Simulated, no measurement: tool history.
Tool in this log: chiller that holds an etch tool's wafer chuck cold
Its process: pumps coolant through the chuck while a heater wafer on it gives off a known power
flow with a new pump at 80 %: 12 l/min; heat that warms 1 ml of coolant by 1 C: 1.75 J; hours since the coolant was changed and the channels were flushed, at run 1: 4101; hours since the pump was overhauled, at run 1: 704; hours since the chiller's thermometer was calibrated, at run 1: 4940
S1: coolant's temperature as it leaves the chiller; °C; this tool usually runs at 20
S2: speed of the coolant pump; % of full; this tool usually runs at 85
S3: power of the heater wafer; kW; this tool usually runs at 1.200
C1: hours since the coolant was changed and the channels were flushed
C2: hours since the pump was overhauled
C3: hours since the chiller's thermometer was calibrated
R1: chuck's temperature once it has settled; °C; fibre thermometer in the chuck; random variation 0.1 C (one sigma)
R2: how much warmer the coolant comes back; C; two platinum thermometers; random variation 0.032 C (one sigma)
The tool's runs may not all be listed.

Run 1, hour 0.0: usual settings; C1 4101; C2 704; C3 4940. Result: R1 27.6 °C, R2 3.25 C.
Run 2, hour 31.8: usual settings but S3 1.447 kW; C1 4133; C2 736; C3 4972. Result: R1 28.9 °C, R2 3.90 C.
Run 3, hour 53.6: usual settings but S3 1.447 kW; C1 4155; C2 758; C3 4994. Result: R1 29.0 °C, R2 3.86 C.
Run 4, hour 80.9: usual settings but S3 1.447 kW; C1 4182; C2 785; C3 5021. Result: R1 28.8 °C, R2 3.95 C.
Run 5, hour 115.8: usual settings; C1 4217; C2 820; C3 5056. Result: R1 27.5 °C, R2 3.26 C.
Run 6, hour 135.8: usual settings; C1 4237; C2 840; C3 5076. Result: R1 27.5 °C, R2 3.23 C.
Run 7, hour 167.5: usual settings; C1 4269; C2 871; C3 5108. Result: R1 27.3 °C, R2 3.23 C.
Run 8, hour 192.6: usual settings but S1 16 °C; C1 4294; C2 897; C3 5133. Result: R1 23.3 °C, R2 3.26 C.
Run 9, hour 223.9: usual settings but S1 22 °C, S2 66 % of full, S3 1.386 kW; C1 4325; C2 928; C3 5164. Result: R1 32.2 °C, R2 4.76 C.
Run 10, hour 250.5: usual settings but S1 22 °C, S2 66 % of full, S3 1.386 kW; C1 4352; C2 954; C3 5191. Result: R1 32.4 °C, R2 4.78 C.
Run 11, hour 283.3: usual settings but S1 22 °C, S2 66 % of full, S3 0.674 kW; C1 4385; C2 987; C3 5224. Result: R1 26.8 °C, R2 2.37 C.
Run 12, hour 322.6: usual settings but S1 10 °C; C1 4424; C2 1026; C3 5263. Result: R1 17.5 °C, R2 3.29 C.
Run 13, hour 341.6: usual settings but S1 10 °C; C1 4443; C2 1045; C3 5282. Result: R1 17.5 °C, R2 3.30 C.
Run 14, hour 372.0: usual settings but S1 16 °C; C1 4473; C2 1076; C3 5312. Result: R1 23.4 °C, R2 3.33 C.

3 ways to go on from here, each from the tool as it stands after run 14. What would each give?
Run A, hour 407.9: usual settings but S1 25 °C, S2 62 % of full, S3 1.705 kW; C1 4509; C2 1112; C3 5348. Result: R1 ?, R2 ?.
Run B, hour 407.9: usual settings but S3 1.029 kW; C1 4509; C2 1112; C3 5348. Result: R1 ?, R2 ?.
Run C, hour 407.9: usual settings but S1 16 °C, S3 1.300 kW; C1 4509; C2 1112; C3 5348. Result: R1 ?, R2 ?.

run    R1    R2
  A  38.2  6.28
  B  26.4  2.81
  C  23.8  3.60
Without the tool's hidden state the same runs would have given:
run    R1    R2
  A  38.2  6.20
  B  26.4  2.74
  C  23.8  3.52
